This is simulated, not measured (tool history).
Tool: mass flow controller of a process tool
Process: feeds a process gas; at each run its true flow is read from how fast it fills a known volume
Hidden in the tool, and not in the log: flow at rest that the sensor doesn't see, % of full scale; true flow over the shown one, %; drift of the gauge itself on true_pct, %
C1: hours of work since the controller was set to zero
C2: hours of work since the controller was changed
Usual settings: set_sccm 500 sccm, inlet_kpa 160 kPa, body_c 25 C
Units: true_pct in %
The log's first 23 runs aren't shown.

{"hour": 5697.4, "done": "controller's zero set anew, once more"}
{"run": 24, "hour": 5774.8, "set_sccm": 500, "inlet_kpa": 195, "body_c": 25, "C1": 36, "C2": 2934, "true_pct": 100.2}
{"run": 25, "hour": 6021.5, "set_sccm": 311, "inlet_kpa": 160, "body_c": 25, "C1": 152, "C2": 3050, "true_pct": 99.68}
{"run": 26, "hour": 6196.5, "set_sccm": 579, "inlet_kpa": 160, "body_c": 31, "C1": 235, "C2": 3132, "true_pct": 100.94}
{"run": 27, "hour": 6431.8, "set_sccm": 639, "inlet_kpa": 254, "body_c": 30, "C1": 345, "C2": 3243, "true_pct": 100.95}
{"run": 28, "hour": 6752.1, "set_sccm": 500, "inlet_kpa": 192, "body_c": 20, "C1": 496, "C2": 3393, "true_pct": 99.92}
{"run": 29, "hour": 7008.6, "set_sccm": 414, "inlet_kpa": 168, "body_c": 22, "C1": 616, "C2": 3514, "true_pct": 99.91}
{"run": 30, "hour": 7163.6, "set_sccm": 414, "inlet_kpa": 168, "body_c": 22, "C1": 689, "C2": 3587, "true_pct": 99.83}
{"run": 31, "hour": 7374.2, "set_sccm": 414, "inlet_kpa": 176, "body_c": 25, "C1": 788, "C2": 3686, "true_pct": 100.14}
{"run": 32, "hour": 7541.1, "set_sccm": 414, "inlet_kpa": 176, "body_c": 37, "C1": 866, "C2": 3764, "true_pct": 100.94}
{"run": 33, "hour": 7847.9, "set_sccm": 500, "inlet_kpa": 259, "body_c": 25, "C1": 1010, "C2": 3908, "true_pct": 100.38}
{"run": 34, "hour": 8116.6, "set_sccm": 681, "inlet_kpa": 251, "body_c": 38, "C1": 1137, "C2": 4034, "true_pct": 101.87}
{"run": 35, "hour": 8451.4, "set_sccm": 681, "inlet_kpa": 251, "body_c": 38, "C1": 1294, "C2": 4192, "true_pct": 101.91}
{"run": 36, "hour": 8615.6, "set_sccm": 893, "inlet_kpa": 160, "body_c": 22, "C1": 1371, "C2": 4269, "true_pct": 101.66}
{"run": 37, "hour": 8935.5, "set_sccm": 500, "inlet_kpa": 205, "body_c": 36, "C1": 1521, "C2": 4419, "true_pct": 101.21}
{"run": 38, "hour": 9267.7, "set_sccm": 500, "inlet_kpa": 205, "body_c": 36, "C1": 1678, "C2": 4575, "true_pct": 101.27}
{"run": 39, "hour": 9516.0, "set_sccm": 500, "inlet_kpa": 205, "body_c": 36, "C1": 1794, "C2": 4692, "true_pct": 101.21}
{"run": 40, "hour": 9876.4, "set_sccm": 500, "inlet_kpa": 205, "body_c": 36, "C1": 1964, "C2": 4861, "true_pct": 101.27}
{"run": 41, "hour": 10044.7, "set_sccm": 298, "inlet_kpa": 222, "body_c": 20, "C1": 2043, "C2": 4940, "true_pct": 98.96}
{"run": 42, "hour": 10309.1, "set_sccm": 202, "inlet_kpa": 176, "body_c": 24, "C1": 2167, "C2": 5065, "true_pct": 98.48}
{"run": 43, "hour": 10561.4, "set_sccm": 209, "inlet_kpa": 142, "body_c": 24, "C1": 2285, "C2": 5183, "true_pct": 98.61}
{"run": 44, "hour": 10817.6, "set_sccm": 500, "inlet_kpa": 160, "body_c": 24, "C1": 2406, "C2": 5304, "true_pct": 100.6}
{"run": 45, "hour": 10982.9, "set_sccm": 500, "inlet_kpa": 160, "body_c": 35, "C1": 2484, "C2": 5381, "true_pct": 101.58}
{"run": 46, "hour": 11293.9, "set_sccm": 578, "inlet_kpa": 227, "body_c": 25, "C1": 2630, "C2": 5527, "true_pct": 100.94}
{"run": 47, "hour": 11455.8, "set_sccm": 578, "inlet_kpa": 227, "body_c": 25, "C1": 2706, "C2": 5603, "true_pct": 101.02}

4 ways to go on from here, each from the tool as it stands after run 47. What would each give?
{"run": "A", "hour": 11808.9, "set_sccm": 578, "inlet_kpa": 227, "body_c": 36, "C1": 2872, "C2": 5769, "true_pct": "?"}
{"run": "B", "hour": 11808.9, "set_sccm": 578, "inlet_kpa": 227, "body_c": 27, "C1": 2872, "C2": 5769, "true_pct": "?"}
{"run": "C", "hour": 11808.9, "set_sccm": 578, "inlet_kpa": 244, "body_c": 25, "C1": 2872, "C2": 5769, "true_pct": "?"}
{"run": "D", "hour": 11808.9, "set_sccm": 117, "inlet_kpa": 160, "body_c": 24, "C1": 2872, "C2": 5769, "true_pct": "?"}

run=A true_pct=101.80
run=B true_pct=101.16
run=C true_pct=100.91
run=D true_pct=95.96
Without the tool's hidden state the same runs would have given:
run=A true_pct=99.42
run=B true_pct=98.78
run=C true_pct=98.53
run=D true_pct=97.37
